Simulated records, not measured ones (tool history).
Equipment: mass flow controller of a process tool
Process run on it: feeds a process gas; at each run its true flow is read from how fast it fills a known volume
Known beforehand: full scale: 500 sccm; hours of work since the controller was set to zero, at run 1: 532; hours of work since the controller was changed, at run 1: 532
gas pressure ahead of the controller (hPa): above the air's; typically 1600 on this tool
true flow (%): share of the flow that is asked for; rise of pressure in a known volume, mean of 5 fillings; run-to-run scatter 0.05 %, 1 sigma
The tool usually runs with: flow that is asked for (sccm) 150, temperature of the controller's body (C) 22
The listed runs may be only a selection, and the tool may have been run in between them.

| run | hour | flow that is asked for (sccm) | gas pressure ahead of the controller (hPa) | temperature of the controller's body (C) | hours of work since the controller was set to zero | hours of work since the controller was changed | true flow (%) |
|---|---|---|---|---|---|---|---|
| 1 | 0.0 | 150 | 1600 | 22 | 532 | 532 | 98.03 |
| 2 | 364.2 | 150 | 1600 | 28 | 670 | 670 | 98.49 |
| 3 | 590.9 | 150 | 1600 | 28 | 756 | 756 | 98.57 |
| 4 | 965.6 | 150 | 1600 | 22 | 898 | 898 | 98.00 |
| 5 | 1288.0 | 150 | 1600 | 22 | 1021 | 1021 | 98.04 |
| 6 | 1554.0 | 150 | 1600 | 33 | 1122 | 1122 | 98.87 |
| 7 | 1917.7 | 436 | 1950 | 31 | 1260 | 1260 | 100.12 |
| 8 | 2396.3 | 436 | 1950 | 31 | 1442 | 1442 | 99.98 |
| 9 | 2662.0 | 92 | 1950 | 31 | 1543 | 1543 | 98.74 |
| 10 | 3113.0 | 173 | 2490 | 28 | 1715 | 1715 | 97.94 |

Each row is a separate what-if for the run after 10, all from the same tool condition, not one after another. Results?
| A | 3373.5 | 382 | 1850 | 25 | 1814 | 1814 | ? |
| B | 3373.5 | 246 | 2050 | 24 | 1814 | 1814 | ? |
| C | 3373.5 | 321 | 1890 | 26 | 1814 | 1814 | ? |
| D | 3373.5 | 397 | 1480 | 37 | 1814 | 1814 | ? |
| E | 3373.5 | 173 | 2390 | 28 | 1814 | 1814 | ? |

| run | true flow (%) |
|---|---|
| A | 98.96 |
| B | 98.11 |
| C | 98.75 |
| D | 100.41 |
| E | 98.00 |
Stripped of hidden state, with their random variation kept, the same runs would have yielded:
| run | true flow (%) |
|---|---|
| A | 99.21 |
| B | 98.11 |
| C | 98.91 |
| D | 100.68 |
| E | 97.71 |
